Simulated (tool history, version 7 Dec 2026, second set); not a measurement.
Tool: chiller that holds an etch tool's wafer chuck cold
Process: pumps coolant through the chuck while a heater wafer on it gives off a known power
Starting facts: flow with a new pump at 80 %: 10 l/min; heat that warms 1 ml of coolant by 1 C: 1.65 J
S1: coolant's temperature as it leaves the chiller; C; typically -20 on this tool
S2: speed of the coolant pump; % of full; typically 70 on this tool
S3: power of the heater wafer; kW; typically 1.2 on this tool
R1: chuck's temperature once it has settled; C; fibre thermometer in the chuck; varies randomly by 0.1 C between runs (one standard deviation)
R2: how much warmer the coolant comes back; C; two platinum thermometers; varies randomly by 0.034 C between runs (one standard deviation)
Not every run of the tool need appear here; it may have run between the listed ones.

Run 1, day 0: usual settings. Result: R1 -3 C, R2 5.11 C.
Run 2, day 1.529: usual settings. Result: R1 -2.9 C, R2 5.17 C.
Run 3, day 2.925: usual settings. Result: R1 -2.8 C, R2 5.14 C.
Run 4, day 3.979: usual settings but S1 -14 C. Result: R1 3.1 C, R2 5.15 C.
Run 5, day 5.15: usual settings but S1 -14 C. Result: R1 3.2 C, R2 5.14 C.
Run 6, day 6.25: usual settings but S2 80 % of full. Result: R1 -4.7 C, R2 4.45 C.
Run 7, day 7.671: usual settings but S2 80 % of full. Result: R1 -4.7 C, R2 4.46 C.
Run 8, day 8.825: usual settings but S2 80 % of full. Result: R1 -4.6 C, R2 4.49 C.
Run 9, day 10.396: usual settings but S2 80 % of full. Result: R1 -4.7 C, R2 4.44 C.
Run 10, day 11.746: usual settings but S2 95 % of full. Result: R1 -6.6 C, R2 3.7 C.
Run 11, day 13.112: usual settings but S2 95 % of full. Result: R1 -6.8 C, R2 3.69 C.
Run 12, day 14.175: usual settings but S3 0.725 kW. Result: R1 -9.5 C, R2 3.1 C.
Run 13, day 15.004: usual settings but S1 -26 C, S3 0.725 kW. Result: R1 -15.5 C, R2 3.17 C.
Run 14, day 15.792: usual settings but S2 86 % of full. Result: R1 -5.5 C, R2 4.13 C.
Run 15, day 16.958: usual settings but S1 -11 C, S3 1.324 kW. Result: R1 8.3 C, R2 5.65 C.
Run 16, day 18.196: usual settings but S1 -23 C. Result: R1 -5.7 C, R2 5.24 C.
Run 17, day 19.471: usual settings but S1 -25 C, S2 86 % of full, S3 0.801 kW. Result: R1 -15.2 C, R2 2.78 C.
Run 18, day 20.146: usual settings but S1 -25 C, S2 86 % of full, S3 0.801 kW. Result: R1 -15.4 C, R2 2.72 C.
Run 19, day 21.575: usual settings but S1 -12 C, S3 1.437 kW. Result: R1 8.8 C, R2 6.24 C.
At day 21.888: coolant pump overhauled.
Run 20, day 22.542: usual settings but S1 -12 C, S2 79 % of full, S3 1.186 kW. Result: R1 3.6 C, R2 4.51 C.
Run 21, day 24.071: usual settings but S1 -12 C, S2 79 % of full, S3 1.186 kW. Result: R1 3.6 C, R2 4.44 C.
At day 25.279: coolant pump overhauled, once more.
Run 22, day 25.329: usual settings but S3 0.943 kW. Result: R1 -6.8 C, R2 3.91 C.
Run 23, day 26.592: usual settings but S1 -15 C, S2 72 % of full, S3 1.12 kW. Result: R1 0.3 C, R2 4.51 C.
Run 24, day 27.842: usual settings but S2 61 % of full, S3 0.623 kW. Result: R1 -10.3 C, R2 2.97 C.
Run 25, day 29.425: usual settings but S2 77 % of full, S3 0.713 kW. Result: R1 -10.8 C, R2 2.73 C.
Run 26, day 30.358: usual settings but S1 -28 C, S2 89 % of full. Result: R1 -14.2 C, R2 3.83 C.
Run 27, day 31.029: usual settings but S1 -28 C, S2 96 % of full, S3 0.781 kW. Result: R1 -19.8 C, R2 2.32 C.

Each row is a separate what-if for the run after 27, all from the same tool condition, not one after another. Results?
Run A, day 32.158: usual settings but S2 77 % of full. Result: R1 ?, R2 ?.
Run B, day 32.158: usual settings but S1 -28 C, S2 96 % of full, S3 1.63 kW. Result: R1 ?, R2 ?.
Run C, day 32.158: usual settings but S2 62 % of full. Result: R1 ?, R2 ?.

run     R1    R2
  A   -4.3  4.49
  B  -10.3  4.78
  C   -1.2  5.72
Stripped of hidden state, with their random variation kept, the same runs would have yielded:
run     R1    R2
  A   -4.2  4.54
  B  -10.3  4.83
  C   -1.2  5.78

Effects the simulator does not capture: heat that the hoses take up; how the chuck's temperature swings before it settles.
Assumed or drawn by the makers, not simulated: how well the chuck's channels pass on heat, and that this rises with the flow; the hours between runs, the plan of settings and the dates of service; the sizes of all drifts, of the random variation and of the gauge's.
